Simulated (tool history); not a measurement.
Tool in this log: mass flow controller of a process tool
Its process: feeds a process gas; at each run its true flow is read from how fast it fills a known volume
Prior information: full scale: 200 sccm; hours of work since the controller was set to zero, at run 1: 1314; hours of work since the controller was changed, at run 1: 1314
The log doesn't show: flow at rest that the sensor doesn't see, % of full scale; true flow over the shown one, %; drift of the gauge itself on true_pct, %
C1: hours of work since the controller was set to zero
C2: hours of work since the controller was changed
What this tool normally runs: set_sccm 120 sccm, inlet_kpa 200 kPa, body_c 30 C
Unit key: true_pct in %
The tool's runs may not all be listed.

Run 1, hour 0: usual settings; C1 1314; C2 1314. Result: true_pct 99.9 %.
Run 2, hour 117.8: usual settings but body_c 35 C; C1 1365; C2 1365. Result: true_pct 99.46 %.
Run 3, hour 234.3: usual settings but body_c 35 C; C1 1415; C2 1415. Result: true_pct 99.46 %.
Run 4, hour 312.7: usual settings but body_c 35 C; C1 1449; C2 1449. Result: true_pct 99.36 %.
Run 5, hour 428.2: usual settings but body_c 35 C; C1 1499; C2 1499. Result: true_pct 99.57 %.
Run 6, hour 489.8: usual settings but body_c 35 C; C1 1525; C2 1525. Result: true_pct 99.59 %.
Run 7, hour 596.8: usual settings but body_c 35 C; C1 1571; C2 1571. Result: true_pct 99.62 %.
Run 8, hour 689.4: usual settings but body_c 35 C; C1 1611; C2 1611. Result: true_pct 99.56 %.
Run 9, hour 745.5: usual settings; C1 1636; C2 1636. Result: true_pct 99.79 %.
Run 10, hour 846.1: usual settings but body_c 24 C; C1 1679; C2 1679. Result: true_pct 100.33 %.
Run 11, hour 901.8: usual settings but inlet_kpa 193 kPa; C1 1703; C2 1703. Result: true_pct 100.01 %.
Run 12, hour 981.5: usual settings but inlet_kpa 193 kPa; C1 1737; C2 1737. Result: true_pct 99.9 %.
Run 13, hour 1069.2: usual settings but inlet_kpa 193 kPa; C1 1775; C2 1775. Result: true_pct 100.06 %.
Run 14, hour 1119.3: usual settings but inlet_kpa 193 kPa; C1 1797; C2 1797. Result: true_pct 100.03 %.
Run 15, hour 1236.6: usual settings but inlet_kpa 193 kPa; C1 1847; C2 1847. Result: true_pct 100.06 %.
Run 16, hour 1319.6: usual settings but inlet_kpa 193 kPa, body_c 23 C; C1 1883; C2 1883. Result: true_pct 100.55 %.
Run 17, hour 1412: usual settings; C1 1923; C2 1923. Result: true_pct 100.04 %.
Run 18, hour 1466.7: usual settings but set_sccm 57 sccm, inlet_kpa 194 kPa, body_c 22 C; C1 1946; C2 1946. Result: true_pct 100.79 %.
Run 19, hour 1523.1: usual settings but set_sccm 129 sccm, inlet_kpa 194 kPa, body_c 22 C; C1 1971; C2 1971. Result: true_pct 100.58 %.
At hour 1528.7: controller's zero set anew.
Run 20, hour 1623.7: usual settings but set_sccm 129 sccm, inlet_kpa 194 kPa, body_c 22 C; C1 41; C2 2014. Result: true_pct 101.13 %.
Run 21, hour 1741.5: usual settings but set_sccm 129 sccm, inlet_kpa 194 kPa, body_c 22 C; C1 92; C2 2065. Result: true_pct 101.18 %.
Run 22, hour 1859.9: usual settings but set_sccm 129 sccm, inlet_kpa 194 kPa, body_c 22 C; C1 143; C2 2116. Result: true_pct 101.1 %.
Run 23, hour 1951.6: usual settings but set_sccm 26 sccm; C1 182; C2 2155. Result: true_pct 104.56 %.
Run 24, hour 1999.4: usual settings but set_sccm 40 sccm; C1 203; C2 2176. Result: true_pct 102.58 %.
Run 25, hour 2109.2: usual settings but set_sccm 24 sccm, body_c 36 C; C1 250; C2 2223. Result: true_pct 104.76 %.
At hour 2130.7: controller's zero set anew, once more.
Run 26, hour 2171.3: usual settings but set_sccm 24 sccm, body_c 36 C; C1 17; C2 2250. Result: true_pct 98.22 %.
Run 27, hour 2248.8: usual settings but set_sccm 129 sccm, inlet_kpa 156 kPa, body_c 22 C; C1 51; C2 2283. Result: true_pct 100.19 %.
Run 28, hour 2366.9: usual settings but set_sccm 129 sccm, inlet_kpa 156 kPa, body_c 22 C; C1 102; C2 2334. Result: true_pct 100.3 %.
Run 29, hour 2468.6: usual settings but set_sccm 129 sccm, inlet_kpa 156 kPa, body_c 22 C; C1 146; C2 2378. Result: true_pct 100.26 %.
Run 30, hour 2537.2: usual settings but set_sccm 129 sccm, inlet_kpa 156 kPa, body_c 22 C; C1 175; C2 2407. Result: true_pct 100.32 %.
Run 31, hour 2621.2: usual settings but set_sccm 30 sccm, inlet_kpa 154 kPa, body_c 31 C; C1 211; C2 2444. Result: true_pct 99.32 %.
Run 32, hour 2698.1: usual settings but set_sccm 39 sccm, inlet_kpa 198 kPa, body_c 20 C; C1 245; C2 2477. Result: true_pct 99.55 %.
Run 33, hour 2773.4: usual settings but set_sccm 39 sccm, inlet_kpa 267 kPa, body_c 33 C; C1 277; C2 2509. Result: true_pct 98.41 %.

5 ways to go on from here, each from the tool as it stands after run 33. What would each give?
Run A, hour 2838.7: usual settings but inlet_kpa 158 kPa; C1 305; C2 2537. Result: true_pct ?.
Run B, hour 2838.7: usual settings but set_sccm 118 sccm; C1 305; C2 2537. Result: true_pct ?.
Run C, hour 2838.7: usual settings but set_sccm 39 sccm, inlet_kpa 231 kPa, body_c 33 C; C1 305; C2 2537. Result: true_pct ?.
Run D, hour 2838.7: usual settings but body_c 40 C; C1 305; C2 2537. Result: true_pct ?.
Run E, hour 2838.7: usual settings but set_sccm 99 sccm; C1 305; C2 2537. Result: true_pct ?.

run  true_pct
  A     99.75
  B     99.58
  C     98.58
  D     99.02
  E     99.46
Without the tool's unlogged condition, the same runs would have read:
run  true_pct
  A     99.16
  B        99
  C     97.72
  D     98.44
  E     98.85
